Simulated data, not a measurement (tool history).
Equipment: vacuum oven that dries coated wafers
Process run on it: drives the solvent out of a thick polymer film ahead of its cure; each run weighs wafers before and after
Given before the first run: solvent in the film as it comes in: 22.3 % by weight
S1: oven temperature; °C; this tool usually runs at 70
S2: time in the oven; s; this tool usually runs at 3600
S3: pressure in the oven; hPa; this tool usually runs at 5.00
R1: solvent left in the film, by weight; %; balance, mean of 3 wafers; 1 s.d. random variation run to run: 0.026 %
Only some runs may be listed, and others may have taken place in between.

run     day  S1    S2    S3    R1
  1   0.000  70  3600  5.00  1.72
  2   1.100  70  3600  5.00  1.71
  3   3.558  70  3600  5.00  1.68
  4   5.133  70  3600  5.00  1.72
  5   7.579  70  3600  5.00  1.68
  6   9.233  70  3600  5.00  1.76
  7  10.496  70  3600  5.00  1.72
  8  11.912  70  3600  5.00  1.67
  9  14.067  70  3600  5.00  1.67
 10  15.967  70  3600  5.00  1.65
 11  18.083  70  3600  5.00  1.65
 12  20.321  81  2100  3.99  1.35
 13  22.650  64  1860  4.47  6.98
 14  23.892  64  1860  4.47  7.03
 15  25.171  63  2220  5.21  6.28
 16  27.175  79  2760  2.79  0.86
 17  28.358  79  2520  2.79  1.11
     29.108  -- oven's thermocouples calibrated
 18  29.538  62  5640  8.16  2.42

Run 19, settings as shown, results not yet in. Your forecast:
 19  31.979  66  3360  3.97   ?

{"run 19": {"R1": 3.17}}
With the hidden condition absent and the run-to-run variation left alone, this run would have shown R1 3.10 %.
